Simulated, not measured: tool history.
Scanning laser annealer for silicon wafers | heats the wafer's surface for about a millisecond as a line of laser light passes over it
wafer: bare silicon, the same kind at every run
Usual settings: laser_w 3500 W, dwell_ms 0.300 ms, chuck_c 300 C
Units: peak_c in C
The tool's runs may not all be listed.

run,hour,laser_w,dwell_ms,chuck_c,peak_c
1,0.0,3500,0.300,300,1012
2,29.8,3500,0.300,300,1009
3,62.0,3500,0.300,300,1008
# hour 86.5: optics aligned, line set to its width
4,119.4,3500,0.300,300,1014
5,151.8,3500,0.300,300,1011
6,199.1,3500,0.300,300,1005
# hour 204.6: window over the wafer cleaned
7,253.0,3500,0.300,300,1036
8,304.8,3500,0.300,300,1034
9,358.7,3500,0.300,338,1063
10,398.4,3500,0.222,300,927
11,453.9,3500,0.300,300,1017
12,512.5,3500,0.300,300,1009
13,563.3,3500,0.350,300,1057
14,598.2,3500,0.262,300,957
15,644.4,3040,0.300,300,897
# hour 659.9: window over the wafer cleaned
16,674.3,3233,0.364,300,1039
17,716.4,3803,0.262,325,1074
18,760.5,3590,0.300,282,1029
19,793.8,3500,0.300,323,1047
20,831.6,3500,0.222,300,924
21,874.1,2987,0.220,312,829
22,921.9,3500,0.371,300,1085

Forecast each of these 4 alternatives for the next run:
A,975.3,3090,0.371,278,?
B,975.3,3306,0.250,329,?
C,975.3,3500,0.298,300,?
D,975.3,3500,0.371,263,?

run,peak_c
A,958
B,937
C,996
D,1043
Without the tool's hidden state the same runs would have given:
run,peak_c
A,1008
B,982
C,1048
D,1100
